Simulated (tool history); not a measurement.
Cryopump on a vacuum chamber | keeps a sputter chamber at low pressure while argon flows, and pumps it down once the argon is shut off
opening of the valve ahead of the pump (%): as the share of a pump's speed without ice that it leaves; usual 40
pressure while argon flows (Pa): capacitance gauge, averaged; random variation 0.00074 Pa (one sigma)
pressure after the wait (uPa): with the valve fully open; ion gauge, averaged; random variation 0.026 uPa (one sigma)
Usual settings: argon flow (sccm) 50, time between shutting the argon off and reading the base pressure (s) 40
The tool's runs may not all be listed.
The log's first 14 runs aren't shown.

run,hour,argon flow (sccm),time between shutting the argon off and reading the base pressure (s),opening of the valve ahead of the pump (%),pressure while argon flows (Pa),pressure after the wait (uPa)
15,834.3,50,40,56,0.1050,1.79
16,887.1,50,40,56,0.1043,1.80
17,958.5,65,107,17,0.4246,0.98
# hour 969.7: pump warmed up, emptied and cooled again
18,1045.8,65,107,17,0.4116,0.91
19,1129.3,87,53,17,0.5597,1.46
# hour 1170.2: leaking fittings of the chamber tightened, without venting
20,1181.5,87,53,17,0.5591,1.19
21,1224.7,22,206,48,0.0522,0.48
22,1270.0,22,206,48,0.0526,0.49
23,1355.7,74,40,36,0.2328,1.52
24,1434.1,74,130,53,0.1664,0.65
25,1507.8,21,49,17,0.1381,1.40
# hour 1547.1: pump warmed up, emptied and cooled again
26,1564.1,28,26,53,0.0569,2.24
27,1643.8,29,40,35,0.0923,1.58
28,1726.3,80,216,30,0.2960,0.49
29,1803.6,28,216,57,0.0556,0.55
30,1844.8,72,27,57,0.1452,2.23
31,1894.9,21,261,22,0.1058,0.53

4 ways to go on from here, each from the tool as it stands after run 31. What would each give?
A,1939.3,21,91,22,?,?
B,1939.3,21,261,16,?,?
C,1939.3,44,40,22,?,?
D,1939.3,26,261,22,?,?

run,pressure while argon flows (Pa),pressure after the wait (uPa)
A,0.1068,0.87
B,0.1435,0.49
C,0.2230,1.64
D,0.1317,0.49
Without the tool's hidden state the same runs would have given:
run,pressure while argon flows (Pa),pressure after the wait (uPa)
A,0.1036,0.76
B,0.1403,0.38
C,0.2163,1.52
D,0.1277,0.38
